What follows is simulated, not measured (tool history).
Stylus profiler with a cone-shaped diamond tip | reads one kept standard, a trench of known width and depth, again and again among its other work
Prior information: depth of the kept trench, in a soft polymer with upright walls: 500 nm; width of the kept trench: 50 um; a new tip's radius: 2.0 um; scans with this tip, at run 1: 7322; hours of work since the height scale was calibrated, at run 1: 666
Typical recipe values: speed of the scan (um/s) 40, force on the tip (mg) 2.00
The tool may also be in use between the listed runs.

run	hour	speed of the scan (um/s)	force on the tip (mg)	scans with this tip	hours of work since the height scale was calibrated	depth of the trench (Å)	width of the trench's floor (nm)
1	0.0	40	2.00	7322	666	5041.0	46190
2	60.1	40	2.00	7789	709	5045.1	46150
3	122.9	40	2.00	8277	753	5042.9	46080
4	174.7	40	2.00	8680	790	5043.3	46090
5	220.2	40	2.00	9033	822	5044.0	46060
6	282.6	103	2.00	9518	866	5044.7	45850
7	331.0	40	2.00	9894	900	5045.2	45980
8	385.8	40	1.32	10320	939	5038.0	45880
9	452.4	40	1.32	10838	986	5037.6	45860
10	491.3	40	1.32	11140	1013	5039.8	45790
11	548.1	40	1.32	11581	1054	5040.0	45680
# hour 575.4: new tip fitted, height scale calibrated
12	622.5	56	4.76	365	33	5059.3	47210
13	674.6	26	3.87	771	70	5051.5	47210
14	725.6	66	1.30	1167	106	5026.5	46960
15	773.1	19	3.30	1536	140	5044.2	47120
16	852.5	15	2.37	2153	196	5038.3	47010
17	913.4	40	1.78	2626	239	5034.3	46860
18	1004.4	40	1.78	3333	303	5034.7	46830
19	1059.6	40	1.78	3762	342	5036.1	46750

Here are 5 independent what-if runs from the current tool condition. What would each one return?
A	1130.3	75	1.17	4312	392	?	?
B	1130.3	27	2.93	4312	392	?	?
C	1130.3	13	5.22	4312	392	?	?
D	1130.3	29	1.04	4312	392	?	?
E	1130.3	140	2.28	4312	392	?	?

run	depth of the trench (Å)	width of the trench's floor (nm)
A	5030.4	46560
B	5048.4	46740
C	5068.4	46780
D	5030.1	46650
E	5046.0	46500
With the hidden condition removed and each run's random variation left untouched, the same runs would have given:
run	depth of the trench (Å)	width of the trench's floor (nm)
A	5023.4	47160
B	5041.3	47330
C	5061.3	47380
D	5023.1	47240
E	5039.0	47100
